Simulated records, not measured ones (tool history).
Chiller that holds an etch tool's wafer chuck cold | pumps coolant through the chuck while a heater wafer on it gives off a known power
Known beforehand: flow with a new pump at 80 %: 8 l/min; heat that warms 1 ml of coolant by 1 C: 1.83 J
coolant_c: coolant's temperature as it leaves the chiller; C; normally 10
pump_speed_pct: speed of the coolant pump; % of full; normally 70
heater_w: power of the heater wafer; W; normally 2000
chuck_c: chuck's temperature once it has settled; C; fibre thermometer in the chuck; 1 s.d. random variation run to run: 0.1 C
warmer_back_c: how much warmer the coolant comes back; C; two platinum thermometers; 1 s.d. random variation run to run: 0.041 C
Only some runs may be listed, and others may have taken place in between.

| run | hour | coolant_c | pump_speed_pct | heater_w | chuck_c | warmer_back_c |
|---|---|---|---|---|---|---|
| 1 | 0 | 10 | 70 | 2000 | 27.8 | 9.5 |
| 2 | 162.5 | 10 | 70 | 2000 | 27.7 | 9.46 |
| 3 | 309.8 | 13 | 70 | 2000 | 30.8 | 9.42 |
|  | 406.8 | chiller's thermometer calibrated |
| 4 | 421.2 | 14 | 70 | 2000 | 31.7 | 9.44 |
| 5 | 513.8 | 1 | 70 | 2000 | 18.6 | 9.4 |
| 6 | 602.2 | 10 | 70 | 2000 | 27.6 | 9.37 |
| 7 | 739.6 | 10 | 70 | 2000 | 27.6 | 9.44 |
| 8 | 822 | 10 | 92 | 1001 | 16.6 | 3.54 |
| 9 | 991.2 | 4 | 83 | 2000 | 18.8 | 7.95 |
| 10 | 1063.3 | 10 | 92 | 1619 | 20.9 | 5.69 |
| 11 | 1215.3 | 13 | 92 | 1766 | 25 | 6.29 |
| 12 | 1348.5 | 13 | 92 | 1766 | 24.9 | 6.23 |
| 13 | 1506.9 | 3 | 83 | 1766 | 16.1 | 6.96 |

Alternative continuations, all from the tool just after run 13; predict every row:
| A | 1603.9 | 10 | 88 | 2000 | ? | ? |
| B | 1603.9 | 1 | 83 | 1766 | ? | ? |
| C | 1603.9 | 16 | 62 | 1288 | ? | ? |

| run | chuck_c | warmer_back_c |
|---|---|---|
| A | 24.2 | 7.39 |
| B | 14.5 | 6.99 |
| C | 28.9 | 6.94 |
With no hidden state in the tool, these same runs would have given:
| run | chuck_c | warmer_back_c |
|---|---|---|
| A | 24.2 | 7.39 |
| B | 14.5 | 6.99 |
| C | 28.9 | 6.94 |

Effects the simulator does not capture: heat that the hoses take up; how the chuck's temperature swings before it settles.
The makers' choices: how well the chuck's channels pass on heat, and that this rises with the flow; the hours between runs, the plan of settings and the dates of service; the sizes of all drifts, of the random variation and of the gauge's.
